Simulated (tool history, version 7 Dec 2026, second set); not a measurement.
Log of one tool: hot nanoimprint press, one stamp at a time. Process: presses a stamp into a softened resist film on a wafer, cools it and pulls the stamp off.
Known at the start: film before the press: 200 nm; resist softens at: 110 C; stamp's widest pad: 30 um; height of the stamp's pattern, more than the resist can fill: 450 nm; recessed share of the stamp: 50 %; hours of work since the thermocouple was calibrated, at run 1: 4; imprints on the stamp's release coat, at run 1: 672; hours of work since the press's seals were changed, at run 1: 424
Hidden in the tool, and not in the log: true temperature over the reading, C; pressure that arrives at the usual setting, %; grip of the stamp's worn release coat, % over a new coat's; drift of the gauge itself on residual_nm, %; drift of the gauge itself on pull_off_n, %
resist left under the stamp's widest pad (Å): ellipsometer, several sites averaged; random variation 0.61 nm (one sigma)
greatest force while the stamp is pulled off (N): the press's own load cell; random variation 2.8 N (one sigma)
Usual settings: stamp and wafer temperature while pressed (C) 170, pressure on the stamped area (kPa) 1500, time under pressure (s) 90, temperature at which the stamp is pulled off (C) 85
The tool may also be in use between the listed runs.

| run | hour | stamp and wafer temperature while pressed (C) | pressure on the stamped area (kPa) | time under pressure (s) | temperature at which the stamp is pulled off (C) | hours of work since the thermocouple was calibrated | imprints on the stamp's release coat | hours of work since the press's seals were changed | resist left under the stamp's widest pad (Å) | greatest force while the stamp is pulled off (N) |
|---|---|---|---|---|---|---|---|---|---|---|
| 1 | 0.0 | 170 | 1500 | 90 | 85 | 4 | 672 | 424 | 1155 | 173 |
| 2 | 14.3 | 170 | 1500 | 90 | 88 | 14 | 741 | 433 | 1171 | 182 |
| 3 | 31.8 | 161 | 1500 | 90 | 85 | 26 | 825 | 445 | 1613 | 177 |
|  | 47.6 | stamp cleaned and given a new release coat |
| 4 | 47.8 | 161 | 1500 | 125 | 85 | 32 | 1 | 452 | 1544 | 134 |
| 5 | 64.2 | 159 | 1500 | 90 | 85 | 44 | 80 | 464 | 1722 | 137 |
| 6 | 72.9 | 170 | 1500 | 90 | 79 | 50 | 122 | 470 | 1169 | 147 |
| 7 | 90.7 | 170 | 1500 | 90 | 79 | 62 | 207 | 482 | 1179 | 152 |
| 8 | 108.5 | 170 | 1500 | 90 | 79 | 74 | 293 | 494 | 1180 | 161 |
| 9 | 117.8 | 170 | 1500 | 90 | 79 | 81 | 338 | 500 | 1173 | 159 |
| 10 | 134.6 | 161 | 1500 | 90 | 79 | 92 | 418 | 512 | 1636 | 172 |
| 11 | 149.0 | 161 | 1500 | 90 | 79 | 102 | 487 | 522 | 1647 | 174 |
| 12 | 166.9 | 161 | 1500 | 90 | 79 | 114 | 573 | 534 | 1647 | 171 |
| 13 | 180.7 | 161 | 1500 | 90 | 79 | 124 | 639 | 543 | 1645 | 180 |
| 14 | 194.9 | 161 | 1500 | 90 | 79 | 133 | 708 | 553 | 1647 | 178 |
| 15 | 209.4 | 161 | 1500 | 90 | 79 | 143 | 778 | 563 | 1662 | 181 |
|  | 214.0 | plate thermocouple calibrated |
| 16 | 224.3 | 161 | 1500 | 52 | 81 | 7 | 835 | 571 | 1785 | 184 |
|  | 237.9 | stamp cleaned and given a new release coat |
| 17 | 239.6 | 167 | 1500 | 74 | 71 | 14 | 9 | 578 | 1439 | 148 |
| 18 | 251.9 | 171 | 1130 | 90 | 81 | 22 | 68 | 586 | 1327 | 140 |
| 19 | 264.9 | 178 | 1500 | 90 | 85 | 31 | 130 | 595 | 873 | 140 |
| 20 | 272.6 | 178 | 1500 | 90 | 85 | 36 | 167 | 600 | 858 | 147 |
| 21 | 283.8 | 170 | 1500 | 46 | 71 | 44 | 220 | 608 | 1456 | 157 |
| 22 | 300.2 | 170 | 1500 | 142 | 81 | 55 | 299 | 619 | 1081 | 159 |
| 23 | 310.2 | 170 | 1500 | 142 | 81 | 62 | 348 | 626 | 1085 | 154 |
|  | 314.9 | plate thermocouple calibrated, once more |
| 24 | 323.6 | 162 | 1080 | 80 | 88 | 6 | 397 | 633 | 1727 | 155 |
| 25 | 331.0 | 170 | 970 | 89 | 76 | 11 | 433 | 638 | 1410 | 159 |
| 26 | 340.9 | 179 | 1200 | 90 | 76 | 18 | 481 | 645 | 887 | 172 |
| 27 | 349.4 | 179 | 1200 | 90 | 76 | 24 | 521 | 651 | 884 | 169 |
| 28 | 366.6 | 167 | 1120 | 90 | 83 | 36 | 604 | 663 | 1484 | 168 |
| 29 | 378.9 | 164 | 1500 | 104 | 85 | 44 | 663 | 671 | 1452 | 168 |

Forecast each of these 3 alternatives for the next run:
| A | 388.6 | 170 | 1090 | 114 | 84 | 51 | 710 | 678 | ? | ? |
| B | 388.6 | 174 | 1500 | 169 | 85 | 51 | 710 | 678 | ? | ? |
| C | 388.6 | 164 | 1500 | 46 | 77 | 51 | 710 | 678 | ? | ? |

| run | resist left under the stamp's widest pad (Å) | greatest force while the stamp is pulled off (N) |
|---|---|---|
| A | 1281 | 174 |
| B | 808 | 174 |
| C | 1685 | 185 |
Without the tool's hidden state the same runs would have given:
| run | resist left under the stamp's widest pad (Å) | greatest force while the stamp is pulled off (N) |
|---|---|---|
| A | 1238 | 137 |
| B | 767 | 137 |
| C | 1647 | 146 |

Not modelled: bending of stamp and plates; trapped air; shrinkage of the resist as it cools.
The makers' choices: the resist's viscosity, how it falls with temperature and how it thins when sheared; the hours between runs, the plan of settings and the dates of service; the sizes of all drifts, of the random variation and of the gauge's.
